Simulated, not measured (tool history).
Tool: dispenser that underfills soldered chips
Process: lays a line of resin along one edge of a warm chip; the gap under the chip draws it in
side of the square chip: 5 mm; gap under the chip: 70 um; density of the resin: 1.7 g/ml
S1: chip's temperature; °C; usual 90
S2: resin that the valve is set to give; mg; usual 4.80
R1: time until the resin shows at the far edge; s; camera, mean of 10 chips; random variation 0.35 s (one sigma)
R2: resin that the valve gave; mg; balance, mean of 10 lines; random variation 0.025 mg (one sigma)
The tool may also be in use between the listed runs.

run	hour	S1	S2	R1	R2
1	0.0	90	4.80	20.2	4.59
2	4.0	90	4.70	22.5	4.51
3	5.9	90	4.58	25.2	4.39
4	10.1	90	4.58	29.2	4.33
# hour 11.6: new syringe of resin
5	14.8	90	4.58	19.9	4.43
6	19.0	90	4.58	22.9	4.38
7	21.2	90	4.58	25.2	4.37
8	23.2	90	4.80	26.3	4.56
# hour 26.8: new syringe of resin
9	28.0	90	4.80	19.0	4.53
10	30.7	86	4.80	23.6	4.59
11	35.2	86	4.80	27.7	4.53
12	39.3	86	4.80	31.6	4.58
# hour 42.0: new syringe of resin
13	44.2	86	4.80	22.2	4.59
14	48.2	86	4.80	24.9	4.50
15	51.8	86	4.80	28.7	4.53
16	56.6	86	4.80	34.2	4.51
# hour 57.3: new syringe of resin
17	61.2	90	5.22	20.1	4.91
18	64.0	90	5.22	22.0	4.90
19	67.3	90	5.22	24.3	4.93
# hour 72.5: new syringe of resin
20	72.5	100	4.17	13.0	3.88
21	76.6	101	4.23	15.1	3.97
22	79.9	104	6.01	14.6	5.63
23	82.7	89	4.30	27.1	3.99
# hour 85.1: dispensing valve cleaned and set on the balance
24	86.7	89	4.30	29.8	4.31
# hour 88.8: new syringe of resin
25	90.7	89	4.30	19.2	4.32
26	94.3	89	4.30	23.1	4.26
27	99.0	89	4.30	26.5	4.32
28	102.6	89	4.30	31.3	4.28
# hour 104.0: new syringe of resin
29	105.1	101	6.18	12.7	6.09
30	108.3	84	5.02	26.0	4.94
31	110.4	101	5.56	15.7	5.46
32	113.5	101	5.56	17.8	5.49
33	117.6	101	5.56	20.1	5.48
# hour 119.1: new syringe of resin
34	122.0	103	5.99	13.3	6.01
35	124.5	103	5.99	15.1	5.90
36	128.9	103	5.99	16.7	5.95
37	131.9	94	4.26	25.5	4.18

3 ways to go on from here, each from the tool as it stands after run 37. What would each give?
# hour 134.4: new syringe of resin
A	135.2	90	4.59	?	?
# hour 134.4: new syringe of resin
B	135.2	92	4.98	?	?
# hour 134.4: new syringe of resin
C	135.2	98	4.14	?	?

run	R1	R2
A	18.5	4.50
B	17.6	4.87
C	14.7	4.08
Without the tool's hidden state the same runs would have given:
run	R1	R2
A	17.3	4.57
B	16.5	4.95
C	13.8	4.15
